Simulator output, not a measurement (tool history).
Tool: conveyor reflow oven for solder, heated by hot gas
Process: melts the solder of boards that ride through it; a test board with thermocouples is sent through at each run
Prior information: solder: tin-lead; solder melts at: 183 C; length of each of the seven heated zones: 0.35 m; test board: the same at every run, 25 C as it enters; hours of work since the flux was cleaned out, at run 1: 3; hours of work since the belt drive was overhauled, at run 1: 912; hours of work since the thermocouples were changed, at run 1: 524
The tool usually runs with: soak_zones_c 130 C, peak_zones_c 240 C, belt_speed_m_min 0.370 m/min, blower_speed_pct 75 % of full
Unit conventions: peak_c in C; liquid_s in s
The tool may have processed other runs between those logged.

| run | hour | soak_zones_c | peak_zones_c | belt_speed_m_min | blower_speed_pct | hours of work since the flux was cleaned out | hours of work since the belt drive was overhauled | hours of work since the thermocouples were changed | peak_c | liquid_s |
|---|---|---|---|---|---|---|---|---|---|---|
| 1 | 0.0 | 130 | 240 | 0.370 | 75 | 3 | 912 | 524 | 227.7 | 95.6 |
| 2 | 42.4 | 130 | 240 | 0.370 | 75 | 30 | 939 | 551 | 227.8 | 95.2 |
| 3 | 74.5 | 130 | 240 | 0.370 | 75 | 50 | 959 | 571 | 227.0 | 95.2 |
| 4 | 111.3 | 130 | 240 | 0.370 | 75 | 73 | 982 | 594 | 228.1 | 95.0 |
| 5 | 153.3 | 130 | 241 | 0.370 | 75 | 99 | 1009 | 620 | 227.5 | 95.7 |
| 6 | 178.4 | 130 | 241 | 0.370 | 75 | 115 | 1025 | 636 | 228.2 | 95.4 |
|  | 240.7 | flux residue cleaned out of gas plates and filters |
| 7 | 240.7 | 130 | 236 | 0.370 | 75 | 0 | 1061 | 672 | 223.6 | 93.1 |
| 8 | 279.8 | 127 | 240 | 0.413 | 75 | 25 | 1085 | 697 | 223.8 | 81.1 |
| 9 | 318.9 | 127 | 248 | 0.396 | 75 | 49 | 1110 | 722 | 232.3 | 91.4 |
| 10 | 377.0 | 134 | 240 | 0.370 | 75 | 86 | 1147 | 758 | 227.2 | 97.0 |
| 11 | 429.7 | 134 | 240 | 0.370 | 75 | 119 | 1180 | 791 | 226.8 | 96.9 |
|  | 484.4 | flux residue cleaned out of gas plates and filters |
| 12 | 487.2 | 134 | 252 | 0.370 | 75 | 2 | 1213 | 824 | 238.9 | 105.8 |
| 13 | 516.8 | 134 | 252 | 0.370 | 75 | 20 | 1231 | 843 | 238.7 | 105.6 |

Predict each of these 3 candidate next runs independently; none follows another, all start after run 13:
| A | 575.5 | 134 | 252 | 0.363 | 75 | 57 | 1268 | 880 | ? | ? |
| B | 575.5 | 141 | 240 | 0.431 | 66 | 57 | 1268 | 880 | ? | ? |
| C | 575.5 | 122 | 240 | 0.370 | 81 | 57 | 1268 | 880 | ? | ? |

| run | peak_c | liquid_s |
|---|---|---|
| A | 238.6 | 108.0 |
| B | 221.8 | 81.2 |
| C | 227.1 | 93.3 |
Had the tool no hidden state, the same runs would have come out as:
| run | peak_c | liquid_s |
|---|---|---|
| A | 241.2 | 106.8 |
| B | 224.2 | 81.1 |
| C | 229.9 | 93.0 |
